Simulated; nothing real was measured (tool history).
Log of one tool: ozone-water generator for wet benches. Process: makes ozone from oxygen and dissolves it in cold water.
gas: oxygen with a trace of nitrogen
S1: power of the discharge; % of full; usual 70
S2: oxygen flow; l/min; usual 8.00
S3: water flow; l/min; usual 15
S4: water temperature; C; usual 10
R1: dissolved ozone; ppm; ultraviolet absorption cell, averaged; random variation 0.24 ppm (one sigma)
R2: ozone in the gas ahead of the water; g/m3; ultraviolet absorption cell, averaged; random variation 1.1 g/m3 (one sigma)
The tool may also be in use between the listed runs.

run	hour	S1	S2	S3	S4	R1	R2
1	0.0	70	8.00	15	10	27.5	145.4
2	147.5	70	8.00	11	10	33.2	147.4
3	353.9	70	8.00	11	10	32.6	143.9
4	543.3	70	8.00	11	10	32.2	141.1
5	646.0	70	8.00	11	10	31.7	140.0
6	756.2	70	8.00	11	10	31.0	138.6
7	916.2	70	8.00	15	10	25.5	137.1
8	1042.0	70	8.00	15	6	27.0	135.8
9	1247.3	70	8.00	15	6	26.3	134.0
# hour 1367.1: electrodes of the discharge changed
10	1376.6	70	8.00	15	6	37.4	188.7
11	1495.6	70	8.00	15	6	37.0	187.4
12	1662.8	70	8.00	15	6	36.6	186.8
13	1865.9	81	8.00	15	6	39.4	198.8
# hour 1931.1: contactor cleaned
14	2003.3	81	8.00	15	10	37.4	199.0
15	2101.5	70	8.00	15	10	33.8	180.8
16	2209.9	70	8.00	9	10	45.8	179.6
17	2363.1	70	8.00	15	7	35.0	179.2
18	2501.9	70	8.00	15	7	34.6	176.7
19	2609.1	87	8.49	10	7	50.1	193.1
20	2774.8	70	5.98	18	10	28.1	198.0
21	2876.8	70	10.42	15	10	31.5	153.2
22	3018.8	70	10.42	15	10	30.8	151.6
23	3233.6	70	10.42	15	10	30.6	150.6
24	3350.7	70	10.42	15	10	30.1	150.7
25	3478.9	70	10.42	15	10	30.0	148.4
26	3640.6	70	10.42	15	10	29.9	145.5
27	3747.5	70	9.51	20	10	24.1	150.0
28	3958.5	58	7.73	21	10	20.4	148.6
29	4144.7	58	7.73	21	10	20.2	147.5
30	4294.6	70	8.00	17	10	26.3	157.9
31	4500.8	41	7.59	15	10	21.6	122.4
# hour 4544.9: water thermometer calibrated
32	4605.7	46	8.34	18	10	20.2	123.9
33	4706.0	46	8.34	18	10	20.1	120.0
34	4927.1	46	8.34	18	10	19.9	118.8

Hidden state or all else? Some run-to-run changes of R1, split into what the settings, what came in and random variation would give without the hidden state, and what is left for the hidden state (with any gauge scatter that isn't in both results):
The hidden state here: yield of the discharge, % of new electrodes'; contactor's efficiency, % of a clean one's; true water temperature over the reading, C; drift of the gauge itself on ozone_ppm, %; drift of the gauge itself on gas_g_m3, %.
Run 9 -> 10: electrodes of the discharge changed. R1 +11.1 ppm: hidden state +10.7, all else +0.4.
Run 15 -> 16: S3 15 -> 9. R1 +12.0 ppm: hidden state -1.1, all else +13.1.
Run 18 -> 19: S1 70 -> 87, S2 8.00 -> 8.49, S3 15 -> 10. R1 +15.5 ppm: hidden state -2.2, all else +17.7.
Run 19 -> 20: S1 87 -> 70, S2 8.49 -> 5.98, S3 10 -> 18, S4 7 -> 10. R1 -22.0 ppm: hidden state +2.2, all else -24.2.
Run 30 -> 31: S1 70 -> 41, S2 8.00 -> 7.59, S3 17 -> 15. R1 -4.7 ppm: hidden state +2.3, all else -7.0.

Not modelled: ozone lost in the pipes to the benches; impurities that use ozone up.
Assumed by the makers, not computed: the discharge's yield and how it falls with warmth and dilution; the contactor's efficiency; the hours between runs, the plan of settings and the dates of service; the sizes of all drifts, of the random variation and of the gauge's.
